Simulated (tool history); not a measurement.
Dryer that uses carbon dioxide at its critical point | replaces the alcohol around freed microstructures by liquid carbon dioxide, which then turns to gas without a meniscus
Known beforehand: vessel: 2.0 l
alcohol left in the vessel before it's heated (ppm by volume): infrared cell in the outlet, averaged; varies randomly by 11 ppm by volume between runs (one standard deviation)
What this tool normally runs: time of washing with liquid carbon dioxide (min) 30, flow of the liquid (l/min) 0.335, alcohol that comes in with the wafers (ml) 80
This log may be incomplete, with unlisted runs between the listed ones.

run	hour	time of washing with liquid carbon dioxide (min)	flow of the liquid (l/min)	alcohol that comes in with the wafers (ml)	alcohol left in the vessel before it's heated (ppm by volume)
1	0.0	30	0.335	80	1067
2	21.0	30	0.335	80	1100
3	60.4	30	0.335	80	1102
4	87.9	30	0.335	80	1131
5	112.7	30	0.335	103	1526
6	132.5	30	0.335	103	1502
7	159.3	30	0.335	103	1558
8	204.5	30	0.335	103	1589
9	226.6	34	0.335	80	824
10	267.4	34	0.335	80	853
# hour 272.4: inlet filter changed
11	302.7	34	0.335	80	476
12	325.0	34	0.335	80	496
13	357.5	34	0.335	80	501
14	380.9	34	0.335	80	524
15	417.1	26	0.335	80	1401
16	440.5	26	0.335	80	1419
17	475.9	30	0.335	80	886
18	506.8	30	0.335	80	900
19	543.8	30	0.335	80	941
20	566.4	22	0.505	80	706
21	604.1	22	0.505	80	747
22	642.5	28	0.234	22	1009
23	665.5	28	0.234	22	1014
24	685.4	28	0.234	22	1046
25	709.3	26	0.233	80	4276
26	746.8	26	0.233	80	4314
27	784.9	30	0.317	80	1353
28	823.1	18	0.347	80	4356
29	867.3	18	0.347	80	4485
30	908.3	29	0.335	47	859
31	930.1	29	0.335	47	879
32	952.8	29	0.253	80	3150
33	989.5	43	0.265	80	829
# hour 1019.8: purifier's bed changed
34	1025.8	27	0.392	80	1075

Forecast each of these 4 alternatives for the next run:
# hour 1051.3: inlet filter changed
A	1070.1	18	0.235	97	?
# hour 1051.3: inlet filter changed
B	1070.1	39	0.335	49	?
# hour 1051.3: inlet filter changed
C	1070.1	27	0.392	34	?
# hour 1051.3: inlet filter changed
D	1070.1	19	0.335	74	?

run	alcohol left in the vessel before it's heated (ppm by volume)
A	8666
B	130
C	242
D	2860
With no hidden state in the tool, these same runs would have given:
run	alcohol left in the vessel before it's heated (ppm by volume)
A	8599
B	125
C	236
D	2826

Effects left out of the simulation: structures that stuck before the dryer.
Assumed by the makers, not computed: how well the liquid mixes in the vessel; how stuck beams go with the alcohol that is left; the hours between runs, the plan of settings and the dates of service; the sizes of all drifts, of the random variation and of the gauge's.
